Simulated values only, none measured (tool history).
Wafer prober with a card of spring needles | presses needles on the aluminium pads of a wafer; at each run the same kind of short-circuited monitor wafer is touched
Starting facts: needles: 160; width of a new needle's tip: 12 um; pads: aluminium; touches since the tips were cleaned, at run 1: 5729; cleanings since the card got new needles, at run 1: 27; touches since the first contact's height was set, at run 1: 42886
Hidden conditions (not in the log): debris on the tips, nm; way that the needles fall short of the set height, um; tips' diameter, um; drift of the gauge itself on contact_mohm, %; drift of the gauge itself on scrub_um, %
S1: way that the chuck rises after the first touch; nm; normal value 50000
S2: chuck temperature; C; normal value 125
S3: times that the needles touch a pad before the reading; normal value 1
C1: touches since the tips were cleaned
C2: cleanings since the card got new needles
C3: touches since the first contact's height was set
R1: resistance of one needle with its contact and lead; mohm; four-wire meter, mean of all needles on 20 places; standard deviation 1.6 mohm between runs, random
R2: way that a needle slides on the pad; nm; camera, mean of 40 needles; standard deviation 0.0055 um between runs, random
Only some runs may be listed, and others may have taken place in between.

run 1 day=0 | S1=50000 S2=125 S3=1 | C1=5729 C2=27 C3=42886 | R1=182 R2=7489
-- day=0.921 tips cleaned on abrasive film
run 2 day=1.158 | S1=50000 S2=125 S3=3 | C1=865 C2=28 C3=47093 | R1=159 R2=7475
run 3 day=2.175 | S1=50000 S2=125 S3=3 | C1=4573 C2=28 C3=50801 | R1=163 R2=7467
-- day=3.479 tips cleaned on abrasive film
run 4 day=3.692 | S1=50000 S2=125 S3=1 | C1=776 C2=29 C3=56300 | R1=165 R2=7462
run 5 day=4.996 | S1=50000 S2=125 S3=1 | C1=5536 C2=29 C3=61060 | R1=179 R2=7462
run 6 day=5.75 | S1=50000 S2=125 S3=1 | C1=8283 C2=29 C3=63807 | R1=182 R2=7465
-- day=5.925 tips cleaned on abrasive film
run 7 day=6.621 | S1=50000 S2=107 S3=1 | C1=2546 C2=30 C3=66962 | R1=172 R2=7452
-- day=7.608 height of the first contact set anew
-- day=8.388 tips cleaned on abrasive film
run 8 day=8.392 | S1=56000 S2=125 S3=1 | C1=4 C2=31 C3=2831 | R1=153 R2=8411
run 9 day=9.388 | S1=58000 S2=125 S3=2 | C1=3634 C2=31 C3=6461 | R1=163 R2=8708
run 10 day=10.242 | S1=58000 S2=34 S3=2 | C1=6756 C2=31 C3=9583 | R1=151 R2=8710
-- day=10.846 tips cleaned on abrasive film
run 11 day=11.904 | S1=67000 S2=34 S3=2 | C1=3846 C2=32 C3=15613 | R1=149 R2=10048
-- day=13.321 tips cleaned on abrasive film
run 12 day=13.529 | S1=48000 S2=125 S3=1 | C1=745 C2=33 C3=21514 | R1=163 R2=7195
run 13 day=15.208 | S1=54000 S2=26 S3=2 | C1=6873 C2=33 C3=27642 | R1=150 R2=8093

What differs in the tool's unlogged condition from the final listed run ahead of each entry between runs to the first listed run following it?
After run 1, before run 2: tips cleaned on abrasive film (day 0.921)
  debris on the tips, nm: 126.9 -> 51.1; way that the needles fall short of the set height, um: 0.23 -> 0.28; tips' diameter, um: 12.48 -> 12.5
  measured less the result without the state, R1: +28 -> +5 mohm; R2: -35 -> -43 nm
After run 3, before run 4: tips cleaned on abrasive film (day 3.479)
  debris on the tips, nm: 112.7 -> 45.2; way that the needles fall short of the set height, um: 0.28 -> 0.34; tips' diameter, um: 12.5 -> 12.52
  measured less the result without the state, R1: +9 -> +10 mohm; R2: -42 -> -51 nm
After run 6, before run 7: tips cleaned on abrasive film (day 5.925)
  debris on the tips, nm: 132.4 -> 90.6; way that the needles fall short of the set height, um: 0.34 -> 0.4; tips' diameter, um: 12.52 -> 12.54
  measured less the result without the state, R1: +29 -> +21 mohm; R2: -50 -> -60 nm
After run 7, before run 8: height of the first contact set anew (day 7.608); tips cleaned on abrasive film (day 8.388)
  debris on the tips, nm: 90.6 -> 9.7; way that the needles fall short of the set height, um: 0.4 -> 0.06; tips' diameter, um: 12.54 -> 12.56
  measured less the result without the state, R1: +21 -> +3 mohm; R2: -60 -> -8 nm
After run 10, before run 11: tips cleaned on abrasive film (day 10.846)
  debris on the tips, nm: 128 -> 104.1; way that the needles fall short of the set height, um: 0.06 -> 0.11; tips' diameter, um: 12.56 -> 12.58
  measured less the result without the state, R1: +15 -> +11 mohm; R2: -9 -> -17 nm
After run 11, before run 12: tips cleaned on abrasive film (day 13.321)
  debris on the tips, nm: 104.1 -> 34.1; way that the needles fall short of the set height, um: 0.11 -> 0.15; tips' diameter, um: 12.58 -> 12.59
  measured less the result without the state, R1: +11 -> +8 mohm; R2: -17 -> -23 nm
